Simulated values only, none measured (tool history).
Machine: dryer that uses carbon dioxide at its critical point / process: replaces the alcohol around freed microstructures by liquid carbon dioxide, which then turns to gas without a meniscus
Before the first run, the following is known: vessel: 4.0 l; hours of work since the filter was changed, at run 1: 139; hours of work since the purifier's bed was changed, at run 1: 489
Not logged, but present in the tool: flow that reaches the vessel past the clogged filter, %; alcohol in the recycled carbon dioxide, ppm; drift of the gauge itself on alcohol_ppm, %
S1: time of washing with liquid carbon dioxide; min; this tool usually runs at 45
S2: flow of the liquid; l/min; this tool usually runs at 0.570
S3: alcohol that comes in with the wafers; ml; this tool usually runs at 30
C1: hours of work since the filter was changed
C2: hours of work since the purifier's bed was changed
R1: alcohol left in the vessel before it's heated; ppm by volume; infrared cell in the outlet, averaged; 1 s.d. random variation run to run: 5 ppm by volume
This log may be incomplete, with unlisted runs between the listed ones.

{"run": 1, "day": 0.0, "S1": 45, "S2": 0.57, "S3": 30, "C1": 139, "C2": 489, "R1": 129}
{"run": 2, "day": 0.912, "S1": 45, "S2": 0.57, "S3": 30, "C1": 154, "C2": 504, "R1": 138}
{"run": 3, "day": 1.533, "S1": 45, "S2": 0.57, "S3": 30, "C1": 164, "C2": 514, "R1": 146}
{"run": 4, "day": 2.217, "S1": 45, "S2": 0.57, "S3": 30, "C1": 176, "C2": 525, "R1": 144}
{"run": 5, "day": 2.908, "S1": 45, "S2": 0.57, "S3": 30, "C1": 187, "C2": 536, "R1": 144}
{"run": 6, "day": 3.671, "S1": 45, "S2": 0.57, "S3": 30, "C1": 200, "C2": 549, "R1": 154}
{"run": 7, "day": 4.058, "S1": 45, "S2": 0.57, "S3": 30, "C1": 206, "C2": 555, "R1": 142}
{"run": 8, "day": 4.542, "S1": 45, "S2": 0.57, "S3": 24, "C1": 214, "C2": 563, "R1": 148}
{"run": 9, "day": 5.029, "S1": 54, "S2": 0.57, "S3": 30, "C1": 222, "C2": 571, "R1": 137}
{"run": 10, "day": 5.508, "S1": 54, "S2": 0.57, "S3": 30, "C1": 230, "C2": 579, "R1": 137}
{"run": 11, "day": 6.408, "S1": 54, "S2": 0.57, "S3": 30, "C1": 244, "C2": 594, "R1": 142}
{"run": 12, "day": 7.317, "S1": 54, "S2": 0.57, "S3": 30, "C1": 259, "C2": 609, "R1": 137}
{"run": 13, "day": 7.967, "S1": 54, "S2": 0.57, "S3": 30, "C1": 270, "C2": 620, "R1": 156}
{"run": 14, "day": 8.546, "S1": 54, "S2": 0.57, "S3": 30, "C1": 280, "C2": 629, "R1": 141}
{"run": 15, "day": 8.971, "S1": 54, "S2": 0.57, "S3": 30, "C1": 286, "C2": 636, "R1": 151}
{"run": 16, "day": 9.675, "S1": 54, "S2": 0.57, "S3": 30, "C1": 298, "C2": 648, "R1": 151}
{"run": 17, "day": 10.362, "S1": 54, "S2": 0.57, "S3": 30, "C1": 309, "C2": 659, "R1": 154}
{"run": 18, "day": 11.025, "S1": 41, "S2": 0.903, "S3": 30, "C1": 320, "C2": 670, "R1": 149}
{"run": 19, "day": 11.912, "S1": 41, "S2": 0.903, "S3": 26, "C1": 335, "C2": 684, "R1": 149}
{"run": 20, "day": 12.425, "S1": 41, "S2": 0.903, "S3": 26, "C1": 343, "C2": 693, "R1": 153}
{"run": 21, "day": 12.825, "S1": 59, "S2": 0.57, "S3": 43, "C1": 350, "C2": 699, "R1": 162}
{"run": 22, "day": 13.504, "S1": 70, "S2": 0.671, "S3": 43, "C1": 361, "C2": 710, "R1": 154}
{"run": 23, "day": 13.888, "S1": 33, "S2": 0.671, "S3": 28, "C1": 367, "C2": 717, "R1": 229}
{"run": 24, "day": 14.383, "S1": 33, "S2": 0.671, "S3": 28, "C1": 375, "C2": 725, "R1": 245}
{"run": 25, "day": 14.938, "S1": 35, "S2": 0.671, "S3": 35, "C1": 384, "C2": 734, "R1": 238}
{"run": 26, "day": 15.458, "S1": 53, "S2": 0.44, "S3": 32, "C1": 393, "C2": 743, "R1": 226}
{"run": 27, "day": 16.267, "S1": 71, "S2": 0.682, "S3": 39, "C1": 406, "C2": 756, "R1": 175}
{"run": 28, "day": 16.879, "S1": 71, "S2": 0.682, "S3": 39, "C1": 416, "C2": 766, "R1": 169}
{"run": 29, "day": 17.358, "S1": 71, "S2": 0.682, "S3": 39, "C1": 424, "C2": 774, "R1": 160}
{"run": 30, "day": 18.192, "S1": 71, "S2": 0.682, "S3": 39, "C1": 438, "C2": 787, "R1": 183}
{"run": 31, "day": 18.746, "S1": 71, "S2": 0.682, "S3": 39, "C1": 447, "C2": 797, "R1": 172}
{"run": 32, "day": 19.35, "S1": 35, "S2": 0.668, "S3": 30, "C1": 457, "C2": 806, "R1": 243}
{"run": 33, "day": 19.925, "S1": 35, "S2": 0.668, "S3": 30, "C1": 466, "C2": 816, "R1": 247}
{"day": 20.217, "done": "inlet filter changed"}
{"run": 34, "day": 20.375, "S1": 45, "S2": 0.668, "S3": 61, "C1": 3, "C2": 823, "R1": 200}

Alternative continuations, all from the tool just after run 34; predict every row:
{"run": "A", "day": 21.121, "S1": 57, "S2": 0.519, "S3": 25, "C1": 15, "C2": 835, "R1": "?"}
{"run": "B", "day": 21.121, "S1": 46, "S2": 0.624, "S3": 30, "C1": 15, "C2": 835, "R1": "?"}
{"run": "C", "day": 21.121, "S1": 45, "S2": 0.549, "S3": 30, "C1": 15, "C2": 835, "R1": "?"}
{"run": "D", "day": 21.121, "S1": 58, "S2": 0.874, "S3": 61, "C1": 15, "C2": 835, "R1": "?"}

run=A R1=190
run=B R1=189
run=C R1=213
run=D R1=186
Without the tool's unlogged condition, the same runs would have read:
run=A R1=14
run=B R1=13
run=C R1=34
run=D R1=10

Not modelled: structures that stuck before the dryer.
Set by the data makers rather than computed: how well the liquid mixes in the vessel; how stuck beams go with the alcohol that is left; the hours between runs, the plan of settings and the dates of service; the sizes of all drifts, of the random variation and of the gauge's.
